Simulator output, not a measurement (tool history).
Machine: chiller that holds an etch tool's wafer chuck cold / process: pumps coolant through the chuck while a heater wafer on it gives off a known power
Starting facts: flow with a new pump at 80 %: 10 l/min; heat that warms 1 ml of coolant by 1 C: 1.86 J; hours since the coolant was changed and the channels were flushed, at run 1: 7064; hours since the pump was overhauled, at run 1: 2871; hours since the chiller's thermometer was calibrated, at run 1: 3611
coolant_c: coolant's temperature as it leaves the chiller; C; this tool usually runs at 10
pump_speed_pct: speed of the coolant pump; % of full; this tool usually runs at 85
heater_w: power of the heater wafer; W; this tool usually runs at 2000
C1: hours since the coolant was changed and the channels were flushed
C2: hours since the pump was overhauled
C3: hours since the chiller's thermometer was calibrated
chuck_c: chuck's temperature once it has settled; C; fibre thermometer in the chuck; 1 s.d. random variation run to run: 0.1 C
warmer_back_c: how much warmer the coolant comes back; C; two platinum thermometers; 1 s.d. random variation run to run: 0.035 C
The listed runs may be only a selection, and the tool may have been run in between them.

run 1 hour=0.0 | coolant_c=10 pump_speed_pct=85 heater_w=2000 | C1=7064 C2=2871 C3=3611 | chuck_c=26.6 warmer_back_c=6.03
run 2 hour=178.2 | coolant_c=10 pump_speed_pct=91 heater_w=2000 | C1=7242 C2=3050 C3=3790 | chuck_c=26.0 warmer_back_c=5.70
run 3 hour=315.5 | coolant_c=10 pump_speed_pct=94 heater_w=2000 | C1=7380 C2=3187 C3=3927 | chuck_c=25.6 warmer_back_c=5.44
run 4 hour=415.0 | coolant_c=10 pump_speed_pct=85 heater_w=2000 | C1=7479 C2=3286 C3=4026 | chuck_c=26.5 warmer_back_c=6.03
run 5 hour=538.6 | coolant_c=10 pump_speed_pct=85 heater_w=2000 | C1=7603 C2=3410 C3=4150 | chuck_c=26.5 warmer_back_c=6.09
run 6 hour=619.0 | coolant_c=10 pump_speed_pct=85 heater_w=2000 | C1=7683 C2=3490 C3=4230 | chuck_c=26.6 warmer_back_c=6.08
run 7 hour=715.1 | coolant_c=10 pump_speed_pct=85 heater_w=2000 | C1=7779 C2=3587 C3=4326 | chuck_c=26.7 warmer_back_c=6.06
run 8 hour=845.0 | coolant_c=10 pump_speed_pct=85 heater_w=2000 | C1=7909 C2=3716 C3=4456 | chuck_c=26.4 warmer_back_c=6.01
-- hour=966.4 chiller's thermometer calibrated
run 9 hour=990.2 | coolant_c=10 pump_speed_pct=85 heater_w=1974 | C1=8053 C2=3861 C3=24 | chuck_c=26.4 warmer_back_c=5.97
run 10 hour=1157.4 | coolant_c=10 pump_speed_pct=85 heater_w=2000 | C1=8221 C2=4028 C3=191 | chuck_c=26.6 warmer_back_c=6.03
run 11 hour=1240.8 | coolant_c=10 pump_speed_pct=85 heater_w=2000 | C1=8304 C2=4111 C3=274 | chuck_c=26.7 warmer_back_c=6.07
run 12 hour=1412.3 | coolant_c=10 pump_speed_pct=85 heater_w=2000 | C1=8475 C2=4283 C3=446 | chuck_c=26.6 warmer_back_c=6.07
run 13 hour=1540.3 | coolant_c=10 pump_speed_pct=85 heater_w=2000 | C1=8604 C2=4411 C3=574 | chuck_c=26.6 warmer_back_c=6.03
run 14 hour=1627.9 | coolant_c=10 pump_speed_pct=85 heater_w=2000 | C1=8691 C2=4498 C3=661 | chuck_c=26.7 warmer_back_c=6.08
run 15 hour=1779.6 | coolant_c=10 pump_speed_pct=85 heater_w=2000 | C1=8843 C2=4650 C3=813 | chuck_c=26.7 warmer_back_c=6.07
run 16 hour=1866.2 | coolant_c=10 pump_speed_pct=87 heater_w=2000 | C1=8929 C2=4737 C3=900 | chuck_c=26.4 warmer_back_c=5.89
run 17 hour=2042.7 | coolant_c=10 pump_speed_pct=87 heater_w=2000 | C1=9106 C2=4913 C3=1076 | chuck_c=26.3 warmer_back_c=5.85
run 18 hour=2132.7 | coolant_c=10 pump_speed_pct=87 heater_w=2000 | C1=9196 C2=5003 C3=1166 | chuck_c=26.3 warmer_back_c=5.98
run 19 hour=2306.3 | coolant_c=10 pump_speed_pct=87 heater_w=2000 | C1=9369 C2=5177 C3=1340 | chuck_c=26.6 warmer_back_c=5.95
run 20 hour=2398.5 | coolant_c=10 pump_speed_pct=87 heater_w=1984 | C1=9462 C2=5269 C3=1432 | chuck_c=26.0 warmer_back_c=5.90

Run 21 is up next; what results do you expect?
run 21 hour=2549.2 | coolant_c=13 pump_speed_pct=64 heater_w=1521 | C1=9612 C2=5420 C3=1583 | chuck_c=? warmer_back_c=?

{"run 21": {"chuck_c": 27.9, "warmer_back_c": 6.18}}
The same run, on a tool lacking any hidden state, would have yielded chuck_c 27.9 C, warmer_back_c 6.18 C.
